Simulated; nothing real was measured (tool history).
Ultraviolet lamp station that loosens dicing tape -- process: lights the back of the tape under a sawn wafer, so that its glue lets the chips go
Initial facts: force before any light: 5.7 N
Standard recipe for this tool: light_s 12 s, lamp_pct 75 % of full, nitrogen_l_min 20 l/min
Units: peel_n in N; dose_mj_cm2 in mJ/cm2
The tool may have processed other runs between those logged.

run   hour  light_s  lamp_pct  nitrogen_l_min  peel_n  dose_mj_cm2
  1    0.0       12        75              20   0.490          192
  2    8.3       12        75              20   0.494          192
  3   20.2        7        75              20   1.232          116
  4   25.3       12        74              20   0.512          187
  5   33.9       12        75              20   0.513          191
  6   44.6       12        75              20   0.507          188
  7   52.8       12        75              20   0.509          187
  8   62.1       12        75              20   0.523          186
  9   71.2       12        75              20   0.519          192
 10   77.5       12        67              20   0.622          166
 11   88.4       12        67              20   0.632          167
 12  100.1       12        75              20   0.521          185
     101.4  -- window cleaned of glue's vapour
 13  110.8       12        75              20   0.603          173
 14  119.2       24        90              20   0.194          414
     126.6  -- window cleaned of glue's vapour, once more
 15  131.1        9        77              13   0.798          169
 16  138.3        9        96              19   0.436          208
 17  146.3       12        75               7   0.755          216
 18  152.2       21        75              14   0.231          382
 19  161.4       10        75               6   1.225          178
 20  171.1       12        75              31   0.321          217
 21  182.0       12        68              20   0.476          196
 22  192.2       12        76              12   0.528          215
 23  201.8       12        76              12   0.552          213
 24  213.4       15        76              12   0.380          265
 25  223.2       14        67              10   0.589          219
 26  233.2       14        67              10   0.622          217

Alternative continuations, all from the tool just after run 26; predict every row:
  A  240.8       19        77              11       ?            ?
  B  240.8        6        66               6       ?            ?
  C  240.8       12        97              27       ?            ?

run  peel_n  dose_mj_cm2
  A   0.273          336
  B   2.443           93
  C   0.258          272
With the hidden condition removed and each run's random variation left untouched, the same runs would have given:
run  peel_n  dose_mj_cm2
  A   0.240          378
  B   2.203          105
  C   0.234          306
